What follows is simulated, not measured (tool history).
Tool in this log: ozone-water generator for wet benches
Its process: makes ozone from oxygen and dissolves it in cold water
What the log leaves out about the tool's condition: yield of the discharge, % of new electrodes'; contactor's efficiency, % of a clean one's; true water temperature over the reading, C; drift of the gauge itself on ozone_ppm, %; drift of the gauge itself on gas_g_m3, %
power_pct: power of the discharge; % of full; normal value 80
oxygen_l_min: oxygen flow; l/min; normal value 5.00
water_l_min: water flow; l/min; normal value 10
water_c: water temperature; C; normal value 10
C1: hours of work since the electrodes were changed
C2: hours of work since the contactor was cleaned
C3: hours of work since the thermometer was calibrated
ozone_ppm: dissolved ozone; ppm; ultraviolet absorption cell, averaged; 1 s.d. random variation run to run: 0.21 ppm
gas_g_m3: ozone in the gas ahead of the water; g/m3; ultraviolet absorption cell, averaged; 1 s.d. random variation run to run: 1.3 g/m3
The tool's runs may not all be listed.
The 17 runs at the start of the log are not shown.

-- hour=1678.7 contactor cleaned
run 18 hour=1796.3 | power_pct=83 oxygen_l_min=5.66 water_l_min=10 water_c=17 | C1=3175 C2=117 C3=1929 | ozone_ppm=24.9 gas_g_m3=201.6
run 19 hour=1913.3 | power_pct=83 oxygen_l_min=5.66 water_l_min=7 water_c=6 | C1=3291 C2=233 C3=2045 | ozone_ppm=38.3 gas_g_m3=202.3
run 20 hour=1996.5 | power_pct=48 oxygen_l_min=3.17 water_l_min=7 water_c=11 | C1=3373 C2=315 C3=2128 | ozone_ppm=25.9 gas_g_m3=187.9
run 21 hour=2091.8 | power_pct=49 oxygen_l_min=8.34 water_l_min=11 water_c=11 | C1=3468 C2=410 C3=2222 | ozone_ppm=18.3 gas_g_m3=124.1
run 22 hour=2159.0 | power_pct=48 oxygen_l_min=3.32 water_l_min=10 water_c=8 | C1=3534 C2=477 C3=2289 | ozone_ppm=20.2 gas_g_m3=184.9
run 23 hour=2269.0 | power_pct=80 oxygen_l_min=5.00 water_l_min=6 water_c=10 | C1=3644 C2=586 C3=2398 | ozone_ppm=37.9 gas_g_m3=206.8
run 24 hour=2382.2 | power_pct=80 oxygen_l_min=5.00 water_l_min=11 water_c=6 | C1=3756 C2=698 C3=2510 | ozone_ppm=26.6 gas_g_m3=205.5
run 25 hour=2471.4 | power_pct=80 oxygen_l_min=5.00 water_l_min=11 water_c=6 | C1=3845 C2=787 C3=2599 | ozone_ppm=26.7 gas_g_m3=205.8
run 26 hour=2555.0 | power_pct=80 oxygen_l_min=5.00 water_l_min=10 water_c=15 | C1=3927 C2=870 C3=2682 | ozone_ppm=24.4 gas_g_m3=204.7
run 27 hour=2660.9 | power_pct=80 oxygen_l_min=4.53 water_l_min=10 water_c=9 | C1=4033 C2=975 C3=2787 | ozone_ppm=27.0 gas_g_m3=213.1
run 28 hour=2791.5 | power_pct=80 oxygen_l_min=4.53 water_l_min=10 water_c=9 | C1=4162 C2=1104 C3=2917 | ozone_ppm=27.1 gas_g_m3=212.1
run 29 hour=2848.9 | power_pct=80 oxygen_l_min=3.89 water_l_min=9 water_c=9 | C1=4219 C2=1161 C3=2974 | ozone_ppm=29.0 gas_g_m3=227.0
run 30 hour=2911.1 | power_pct=52 oxygen_l_min=3.89 water_l_min=7 water_c=14 | C1=4281 C2=1223 C3=3035 | ozone_ppm=24.4 gas_g_m3=177.1
run 31 hour=3020.4 | power_pct=61 oxygen_l_min=3.89 water_l_min=11 water_c=14 | C1=4389 C2=1331 C3=3144 | ozone_ppm=19.4 gas_g_m3=191.8
-- hour=3090.8 water thermometer calibrated
run 32 hour=3120.6 | power_pct=96 oxygen_l_min=3.46 water_l_min=6 water_c=10 | C1=4488 C2=1430 C3=30 | ozone_ppm=41.9 gas_g_m3=264.8
run 33 hour=3196.2 | power_pct=96 oxygen_l_min=3.46 water_l_min=6 water_c=10 | C1=4563 C2=1505 C3=105 | ozone_ppm=41.1 gas_g_m3=259.5
run 34 hour=3299.8 | power_pct=61 oxygen_l_min=4.55 water_l_min=9 water_c=6 | C1=4666 C2=1608 C3=207 | ozone_ppm=25.8 gas_g_m3=177.7

Predict each of these 3 candidate next runs independently; none follows another, all start after run 34:
run A hour=3394.7 | power_pct=61 oxygen_l_min=4.55 water_l_min=9 water_c=15 | C1=4760 C2=1702 C3=302 | ozone_ppm=? gas_g_m3=?
run B hour=3394.7 | power_pct=41 oxygen_l_min=5.00 water_l_min=10 water_c=10 | C1=4760 C2=1702 C3=302 | ozone_ppm=? gas_g_m3=?
run C hour=3394.7 | power_pct=61 oxygen_l_min=7.30 water_l_min=9 water_c=6 | C1=4760 C2=1702 C3=302 | ozone_ppm=? gas_g_m3=?

run=A ozone_ppm=21.7 gas_g_m3=177.7
run=B ozone_ppm=17.9 gas_g_m3=136.3
run=C ozone_ppm=25.3 gas_g_m3=145.2
Without the tool's hidden state the same runs would have given:
run=A ozone_ppm=25.2 gas_g_m3=202.5
run=B ozone_ppm=20.1 gas_g_m3=150.1
run=C ozone_ppm=29.4 gas_g_m3=165.3

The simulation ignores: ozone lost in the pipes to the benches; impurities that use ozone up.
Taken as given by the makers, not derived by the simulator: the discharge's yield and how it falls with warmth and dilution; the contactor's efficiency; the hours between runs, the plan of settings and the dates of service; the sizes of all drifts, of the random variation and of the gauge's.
